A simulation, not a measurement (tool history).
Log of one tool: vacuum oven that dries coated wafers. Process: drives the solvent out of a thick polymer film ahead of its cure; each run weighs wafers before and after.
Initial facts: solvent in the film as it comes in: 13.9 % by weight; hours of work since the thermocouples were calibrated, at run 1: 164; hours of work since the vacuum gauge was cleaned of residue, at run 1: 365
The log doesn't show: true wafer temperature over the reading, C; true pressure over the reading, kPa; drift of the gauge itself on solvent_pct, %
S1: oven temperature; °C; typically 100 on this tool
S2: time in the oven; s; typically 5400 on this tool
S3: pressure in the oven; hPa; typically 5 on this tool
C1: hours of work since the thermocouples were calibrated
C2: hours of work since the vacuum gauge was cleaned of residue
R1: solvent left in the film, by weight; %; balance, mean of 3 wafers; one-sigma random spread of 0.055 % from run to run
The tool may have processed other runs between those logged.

run	hour	S1	S2	S3	C1	C2	R1
1	0	100	5400	5	164	365	2.67
2	46.9	100	5400	5	190	390	2.63
3	80.1	100	5400	5	208	409	2.71
4	113.7	100	5400	5	226	427	2.7
5	155.7	100	5400	5	249	450	2.73
6	185.1	100	5400	5	265	466	2.78
7	237.3	100	5400	5	294	494	2.73
8	285.9	100	5400	5	320	521	2.79
9	351.9	100	5400	5	356	557	2.8
10	409	100	5400	5	387	588	2.82
11	467.5	100	5400	5	419	620	2.91
12	518.5	100	5400	5	447	647	2.78
13	546.5	100	5400	5	462	663	2.95
14	575.4	100	5400	5	478	678	3
15	630.2	100	5400	5	508	708	3.04
16	681.9	100	5400	5	536	736	3.09
17	714	100	5400	5	553	754	3.01
18	769.9	97	6540	6.35	584	784	3.58
19	825.3	97	6540	6.35	614	815	3.5
20	883.5	100	2880	3.88	646	846	4.84
21	922.1	100	8760	7.88	667	867	3.1
22	986.7	110	5400	10.28	702	902	2.77
23	1047.1	88	4920	13.41	735	935	8.57
24	1088.5	112	5400	14.84	757	958	3.35
25	1126.4	106	2940	5	778	979	3.94
26	1172.8	89	5760	5	803	1004	5.39
27	1216.5	86	3900	8.77	827	1028	8.35
28	1244.4	86	4080	3	842	1043	6.61
29	1296.5	103	6960	3	871	1071	2.04
30	1347.4	114	2820	2.96	898	1099	2.57
31	1379.8	114	5640	2.96	916	1117	1.41
32	1434.2	90	8040	2.51	946	1146	3.73
33	1497.6	100	7200	5	980	1181	3.01

Below, some changes in R1 between adjacent runs. For each, the amount present without the hidden state too (settings, incoming material, random variation) and the amount remaining for the hidden state with gauge scatter not shared by both compared results:
Run 22 -> 23: S1 110 -> 88, S2 5400 -> 4920, S3 10.28 -> 13.41. R1 +5.8 %: hidden state +0.75, all else +5.05.
Run 23 -> 24: S1 88 -> 112, S2 4920 -> 5400, S3 13.41 -> 14.84. R1 -5.22 %: hidden state -0.72, all else -4.5.
Run 28 -> 29: S1 86 -> 103, S2 4080 -> 6960. R1 -4.57 %: hidden state -0.45, all else -4.12.
Run 31 -> 32: S1 114 -> 90, S2 5640 -> 8040, S3 2.96 -> 2.51. R1 +2.32 %: hidden state +1, all else +1.32.
